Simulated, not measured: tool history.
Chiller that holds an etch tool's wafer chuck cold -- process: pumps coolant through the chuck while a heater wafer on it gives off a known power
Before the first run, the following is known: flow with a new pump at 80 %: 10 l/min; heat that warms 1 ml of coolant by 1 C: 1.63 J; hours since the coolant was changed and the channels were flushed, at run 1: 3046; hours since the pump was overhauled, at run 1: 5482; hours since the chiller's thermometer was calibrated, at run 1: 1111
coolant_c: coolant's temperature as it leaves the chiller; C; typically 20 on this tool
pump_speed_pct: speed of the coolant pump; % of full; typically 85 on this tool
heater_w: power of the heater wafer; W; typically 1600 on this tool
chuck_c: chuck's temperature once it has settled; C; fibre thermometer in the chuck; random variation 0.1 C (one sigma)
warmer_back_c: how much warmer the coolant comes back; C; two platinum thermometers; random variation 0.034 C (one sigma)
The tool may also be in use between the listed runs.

run    hour  coolant_c  pump_speed_pct  heater_w  hours since the coolant was changed and the channels were flushed  hours since the pump was overhauled  hours since the chiller's thermometer was calibrated  chuck_c  warmer_back_c
  1     0.0         20              85      1600                                                               3046                                 5482                                                  1111     40.9           6.47
  2   198.5         13              85      1600                                                               3245                                 5680                                                  1310     34.2           6.48
  3   321.0         13              65      1600                                                               3367                                 5803                                                  1432     40.8           8.76
  4   431.5         20              85      1600                                                               3478                                 5913                                                  1543     41.4           6.55
  5   619.1         11              85      1600                                                               3665                                 6101                                                  1730     32.7           6.63
  6   747.0         20              85      1014                                                               3793                                 6229                                                  1858     33.7           4.23
  7   901.9         20              75      1014                                                               3948                                 6383                                                  2013     36.0           4.78
  8  1056.8         20              61      1600                                                               4103                                 6538                                                  2168     50.5           9.49
  9  1262.7         20              61      1600                                                               4309                                 6744                                                  2374     50.7           9.65
 10  1460.7         20              61      1600                                                               4507                                 6942                                                  2572     51.1           9.63
 11  1578.5         20              85      1600                                                               4625                                 7060                                                  2690     43.0           6.81
 12  1696.2         27              85      1600                                                               4742                                 7178                                                  2807     50.1           6.78
 13  1796.5         20              85      1600                                                               4843                                 7278                                                  2908     43.1           6.75
 14  1943.0         20              85      1600                                                               4989                                 7425                                                  3054     43.6           6.84
 15  2054.3         20              85      1600                                                               5100                                 7536                                                  3166     43.7           6.90
 16  2224.8         20              85      1600                                                               5271                                 7706                                                  3336     43.8           6.94
 17  2392.2         20              85      1600                                                               5438                                 7874                                                  3503     44.1           6.98
 18  2550.7         16              64      1195                                                               5597                                 8032                                                  3662     39.8           7.16
 19  2679.4         20              98      1133                                                               5726                                 8161                                                  3791     35.1           4.28
     2791.0  -- coolant changed, channels flushed
 20  2871.7         20              85      1525                                                                 81                                 8347                                                  3977     39.6           6.78
 21  3071.6         20              85      1525                                                                281                                 8547                                                  4177     40.0           6.85
 22  3267.0         20              68      1525                                                                476                                 8743                                                  4372     44.8           8.66
 23  3406.6         20              68      1525                                                                616                                 8882                                                  4512     45.1           8.80
     3545.1  -- chiller's thermometer calibrated
 24  3579.8         20              68      1525                                                                788                                 9054                                                    35     45.3           8.77
 25  3737.0         16              85      1600                                                                945                                 9212                                                   192     37.7           7.37
 26  3848.3         19              91      1600                                                               1056                                 9323                                                   303     39.7           6.73
 27  3996.3         16              70      2172                                                               1204                                 9471                                                   451     52.2          12.32
 28  4187.5         29              65      1044                                                               1395                                 9662                                                   642     47.8           6.49
     4225.1  -- coolant pump overhauled
 29  4323.4         29              65      1044                                                               1526                                   98                                                   773     43.7           4.79
 30  4526.6         29              65      1044                                                               1730                                  302                                                   977     43.8           4.82
 31  4675.5         30              80      1262                                                               1879                                  450                                                  1125     44.6           4.68
 32  4837.0         30              80      1262                                                               2040                                  612                                                  1287     45.0           4.72

The next listed run, before its measurement:
 33  5044.4         20              75      1095                                                               2247                                  819                                                  1494        ?              ?

Run 33 came out at chuck_c 33.9 C, warmer_back_c 4.42 C.
The same run, on a tool lacking any hidden state, would have yielded chuck_c 32.9 C, warmer_back_c 4.32 C.
